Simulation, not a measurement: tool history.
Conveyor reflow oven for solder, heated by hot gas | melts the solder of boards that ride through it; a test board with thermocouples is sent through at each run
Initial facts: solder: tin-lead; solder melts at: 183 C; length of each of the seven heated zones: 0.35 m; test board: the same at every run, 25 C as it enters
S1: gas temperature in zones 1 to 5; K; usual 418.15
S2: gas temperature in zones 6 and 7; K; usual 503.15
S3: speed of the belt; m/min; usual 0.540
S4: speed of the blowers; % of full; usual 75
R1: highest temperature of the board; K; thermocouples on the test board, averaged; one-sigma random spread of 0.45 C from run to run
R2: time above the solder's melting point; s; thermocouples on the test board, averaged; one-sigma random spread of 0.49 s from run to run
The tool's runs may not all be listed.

{"run": 1, "hour": 0.0, "S1": 418.15, "S2": 503.15, "S3": 0.54, "S4": 75, "R1": 489.05, "R2": 60.2}
{"run": 2, "hour": 71.2, "S1": 429.15, "S2": 503.15, "S3": 0.54, "S4": 75, "R1": 491.35, "R2": 66.9}
{"run": 3, "hour": 169.9, "S1": 418.15, "S2": 503.15, "S3": 0.54, "S4": 86, "R1": 489.65, "R2": 61.7}
{"run": 4, "hour": 239.1, "S1": 429.15, "S2": 503.15, "S3": 0.54, "S4": 86, "R1": 492.35, "R2": 67.3}
{"run": 5, "hour": 286.4, "S1": 418.15, "S2": 503.15, "S3": 0.54, "S4": 75, "R1": 489.15, "R2": 59.9}
{"run": 6, "hour": 370.6, "S1": 418.15, "S2": 503.15, "S3": 0.54, "S4": 75, "R1": 489.85, "R2": 61.0}
{"run": 7, "hour": 414.1, "S1": 418.15, "S2": 503.15, "S3": 0.54, "S4": 75, "R1": 490.05, "R2": 59.9}
{"run": 8, "hour": 478.4, "S1": 418.15, "S2": 503.15, "S3": 0.54, "S4": 75, "R1": 489.65, "R2": 60.8}
{"run": 9, "hour": 554.9, "S1": 418.15, "S2": 517.15, "S3": 0.54, "S4": 75, "R1": 501.15, "R2": 68.3}
{"run": 10, "hour": 610.2, "S1": 418.15, "S2": 517.15, "S3": 0.54, "S4": 75, "R1": 501.45, "R2": 69.0}
{"run": 11, "hour": 708.7, "S1": 425.15, "S2": 511.15, "S3": 0.54, "S4": 82, "R1": 498.25, "R2": 69.3}
{"run": 12, "hour": 775.6, "S1": 425.15, "S2": 511.15, "S3": 0.54, "S4": 82, "R1": 498.95, "R2": 69.2}
{"run": 13, "hour": 821.6, "S1": 418.15, "S2": 514.15, "S3": 0.54, "S4": 64, "R1": 497.15, "R2": 65.3}
{"run": 14, "hour": 863.7, "S1": 428.15, "S2": 505.15, "S3": 0.477, "S4": 89, "R1": 497.05, "R2": 79.9}
{"run": 15, "hour": 954.8, "S1": 428.15, "S2": 505.15, "S3": 0.477, "S4": 89, "R1": 496.25, "R2": 79.7}
{"run": 16, "hour": 1000.1, "S1": 432.15, "S2": 503.15, "S3": 0.54, "S4": 72, "R1": 491.55, "R2": 68.0}
{"run": 17, "hour": 1042.2, "S1": 418.15, "S2": 496.15, "S3": 0.54, "S4": 75, "R1": 483.15, "R2": 55.2}

Withheld: 3 entries from between the runs. Position of each, and hidden state at the listed run before versus the listed run after:
Logged between run 5 and run 6: belt drive overhauled, speed set with a stopwatch (hour 343.7)
  heat that the gas passes to the board, % of a clean oven's: 99.6 -> 99.5; belt's true speed, % of the reading: 99.95 -> 100; true gas temperature in zones 6 and 7 over the reading, C: -0.11 -> -0.12
Logged between run 10 and run 11: thermocouples of zones 6 and 7 changed (hour 651.1); flux residue cleaned out of gas plates and filters (hour 671.4)
  heat that the gas passes to the board, % of a clean oven's: 99.2 -> 99.9; belt's true speed, % of the reading: 99.99 -> 99.98; true gas temperature in zones 6 and 7 over the reading, C: -0.14 -> 0.01
